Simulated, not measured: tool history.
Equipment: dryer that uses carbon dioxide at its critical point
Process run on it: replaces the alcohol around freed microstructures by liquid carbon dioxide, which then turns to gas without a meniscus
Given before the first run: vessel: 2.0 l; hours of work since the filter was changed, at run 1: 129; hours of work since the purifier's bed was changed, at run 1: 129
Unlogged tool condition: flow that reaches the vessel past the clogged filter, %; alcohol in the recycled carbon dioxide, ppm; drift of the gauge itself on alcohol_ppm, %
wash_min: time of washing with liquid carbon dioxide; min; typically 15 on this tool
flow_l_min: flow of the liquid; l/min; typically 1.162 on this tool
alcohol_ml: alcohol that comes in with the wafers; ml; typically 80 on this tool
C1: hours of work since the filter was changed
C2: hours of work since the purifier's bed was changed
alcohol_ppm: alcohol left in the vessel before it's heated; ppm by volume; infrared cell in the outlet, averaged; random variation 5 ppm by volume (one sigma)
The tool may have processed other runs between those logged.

run 1 hour=0.0 | wash_min=15 flow_l_min=1.162 alcohol_ml=80 | C1=129 C2=129 | alcohol_ppm=57
run 2 hour=14.1 | wash_min=15 flow_l_min=1.162 alcohol_ml=80 | C1=137 C2=137 | alcohol_ppm=61
run 3 hour=27.4 | wash_min=15 flow_l_min=1.162 alcohol_ml=70 | C1=145 C2=145 | alcohol_ppm=48
run 4 hour=40.5 | wash_min=15 flow_l_min=1.162 alcohol_ml=80 | C1=153 C2=153 | alcohol_ppm=65
run 5 hour=52.2 | wash_min=15 flow_l_min=1.162 alcohol_ml=80 | C1=160 C2=160 | alcohol_ppm=65
run 6 hour=64.7 | wash_min=15 flow_l_min=1.162 alcohol_ml=80 | C1=167 C2=167 | alcohol_ppm=59
run 7 hour=78.1 | wash_min=15 flow_l_min=1.162 alcohol_ml=80 | C1=175 C2=175 | alcohol_ppm=69
run 8 hour=96.7 | wash_min=15 flow_l_min=1.162 alcohol_ml=80 | C1=186 C2=186 | alcohol_ppm=65
run 9 hour=115.8 | wash_min=15 flow_l_min=1.162 alcohol_ml=78 | C1=197 C2=197 | alcohol_ppm=62
run 10 hour=124.1 | wash_min=15 flow_l_min=1.162 alcohol_ml=21 | C1=202 C2=202 | alcohol_ppm=26
run 11 hour=140.7 | wash_min=15 flow_l_min=1.162 alcohol_ml=95 | C1=212 C2=212 | alcohol_ppm=74
run 12 hour=154.8 | wash_min=15 flow_l_min=1.162 alcohol_ml=95 | C1=220 C2=220 | alcohol_ppm=73
run 13 hour=173.6 | wash_min=15 flow_l_min=1.162 alcohol_ml=80 | C1=231 C2=231 | alcohol_ppm=60
run 14 hour=185.4 | wash_min=15 flow_l_min=1.162 alcohol_ml=80 | C1=238 C2=238 | alcohol_ppm=66
run 15 hour=199.8 | wash_min=18 flow_l_min=0.750 alcohol_ml=54 | C1=247 C2=247 | alcohol_ppm=203
run 16 hour=216.6 | wash_min=18 flow_l_min=0.750 alcohol_ml=54 | C1=257 C2=257 | alcohol_ppm=196
run 17 hour=230.6 | wash_min=21 flow_l_min=1.162 alcohol_ml=71 | C1=265 C2=265 | alcohol_ppm=14
run 18 hour=248.6 | wash_min=22 flow_l_min=1.050 alcohol_ml=34 | C1=276 C2=276 | alcohol_ppm=19
run 19 hour=265.1 | wash_min=20 flow_l_min=0.870 alcohol_ml=57 | C1=285 C2=285 | alcohol_ppm=67
run 20 hour=278.0 | wash_min=20 flow_l_min=0.870 alcohol_ml=57 | C1=293 C2=293 | alcohol_ppm=62
run 21 hour=289.0 | wash_min=20 flow_l_min=0.870 alcohol_ml=57 | C1=300 C2=300 | alcohol_ppm=66
run 22 hour=299.6 | wash_min=14 flow_l_min=1.660 alcohol_ml=81 | C1=306 C2=306 | alcohol_ppm=26
run 23 hour=307.8 | wash_min=11 flow_l_min=0.880 alcohol_ml=63 | C1=311 C2=311 | alcohol_ppm=885
run 24 hour=315.5 | wash_min=11 flow_l_min=0.880 alcohol_ml=63 | C1=315 C2=315 | alcohol_ppm=884
run 25 hour=323.5 | wash_min=17 flow_l_min=0.880 alcohol_ml=24 | C1=320 C2=320 | alcohol_ppm=66
run 26 hour=339.3 | wash_min=17 flow_l_min=0.850 alcohol_ml=24 | C1=329 C2=329 | alcohol_ppm=84
run 27 hour=357.4 | wash_min=17 flow_l_min=0.850 alcohol_ml=24 | C1=340 C2=340 | alcohol_ppm=78

5 options for the next run, each taken on its own from the tool as it stands now. Forecast them:
run A hour=375.4 | wash_min=22 flow_l_min=1.550 alcohol_ml=88 | C1=351 C2=351 | alcohol_ppm=?
run B hour=375.4 | wash_min=17 flow_l_min=1.080 alcohol_ml=23 | C1=351 C2=351 | alcohol_ppm=?
run C hour=375.4 | wash_min=9 flow_l_min=1.110 alcohol_ml=80 | C1=351 C2=351 | alcohol_ppm=?
run D hour=375.4 | wash_min=17 flow_l_min=0.720 alcohol_ml=24 | C1=351 C2=351 | alcohol_ppm=?
run E hour=375.4 | wash_min=17 flow_l_min=1.070 alcohol_ml=66 | C1=351 C2=351 | alcohol_ppm=?

run=A alcohol_ppm=19
run=B alcohol_ppm=35
run=C alcohol_ppm=1014
run=D alcohol_ppm=156
run=E alcohol_ppm=57
Take away the tool's hidden state, keep each run's random variation, and the runs would have read:
run=A alcohol_ppm=3
run=B alcohol_ppm=16
run=C alcohol_ppm=824
run=D alcohol_ppm=111
run=E alcohol_ppm=31
